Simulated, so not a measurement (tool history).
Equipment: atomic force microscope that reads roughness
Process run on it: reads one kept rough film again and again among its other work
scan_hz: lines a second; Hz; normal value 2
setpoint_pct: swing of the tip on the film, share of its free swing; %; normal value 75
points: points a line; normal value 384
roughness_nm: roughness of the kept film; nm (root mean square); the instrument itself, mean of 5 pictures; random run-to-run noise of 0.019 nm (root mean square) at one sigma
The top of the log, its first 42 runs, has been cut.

run,hour,scan_hz,setpoint_pct,points,pictures with this tip,hours of work since the height scale was calibrated,roughness_nm
43,1394.7,1.04,88,560,132,420,4.27
# hour 1398.9: new tip fitted
44,1438.7,1.98,62,560,98,451,4.653
# hour 1457.2: new tip fitted
45,1465.6,0.6,62,814,21,470,5.198
46,1504.6,0.6,62,814,117,498,4.75
# hour 1512: new tip fitted
47,1545.8,2,82,484,83,527,4.178
# hour 1570.1: new tip fitted
48,1572.3,2,82,484,6,546,4.427
49,1615.6,2,82,484,112,577,4.052
# hour 1625.1: new tip fitted
50,1656.6,2,75,640,77,606,4.428
# hour 1681.1: new tip fitted
51,1686.3,2,75,816,13,627,4.623

Forecast each of these 3 alternatives for the next run:
A,1712.8,2,86,384,78,646,?
B,1712.8,2,69,816,78,646,?
C,1712.8,2.32,76,816,78,646,?

run,roughness_nm
A,4.025
B,4.569
C,4.258
Without the tool's hidden state the same runs would have given:
run,roughness_nm
A,4.264
B,4.841
C,4.511
